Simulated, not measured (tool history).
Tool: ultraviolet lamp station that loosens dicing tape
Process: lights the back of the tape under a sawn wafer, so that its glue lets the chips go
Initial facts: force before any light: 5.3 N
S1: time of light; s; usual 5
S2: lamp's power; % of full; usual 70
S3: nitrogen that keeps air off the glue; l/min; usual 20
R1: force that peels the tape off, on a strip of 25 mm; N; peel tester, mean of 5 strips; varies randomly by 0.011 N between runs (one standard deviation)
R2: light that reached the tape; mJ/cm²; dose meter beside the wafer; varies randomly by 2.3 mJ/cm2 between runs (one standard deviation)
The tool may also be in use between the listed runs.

Run 1, hour 0.0: usual settings. Result: R1 0.466 N, R2 237 mJ/cm².
Run 2, hour 20.0: usual settings but S1 6 s. Result: R1 0.358 N, R2 287 mJ/cm².
Run 3, hour 45.0: usual settings but S1 6 s. Result: R1 0.353 N, R2 285 mJ/cm².
Run 4, hour 70.4: usual settings but S1 6 s. Result: R1 0.366 N, R2 286 mJ/cm².
Run 5, hour 94.7: usual settings. Result: R1 0.469 N, R2 240 mJ/cm².
Run 6, hour 107.5: usual settings. Result: R1 0.475 N, R2 236 mJ/cm².
Run 7, hour 124.9: usual settings. Result: R1 0.490 N, R2 242 mJ/cm².
Run 8, hour 141.5: usual settings. Result: R1 0.485 N, R2 243 mJ/cm².
Run 9, hour 168.9: usual settings but S2 61 % of full. Result: R1 0.602 N, R2 207 mJ/cm².

What will run 10 give?
Run 10, hour 193.8: usual settings but S1 2 s, S2 72 % of full. Result: R1 ?, R2 ?.

{"run 10": {"R1": 1.728, "R2": 97}}
Minus the tool's unlogged condition, the same run would have read R1 1.724 N, R2 97 mJ/cm².
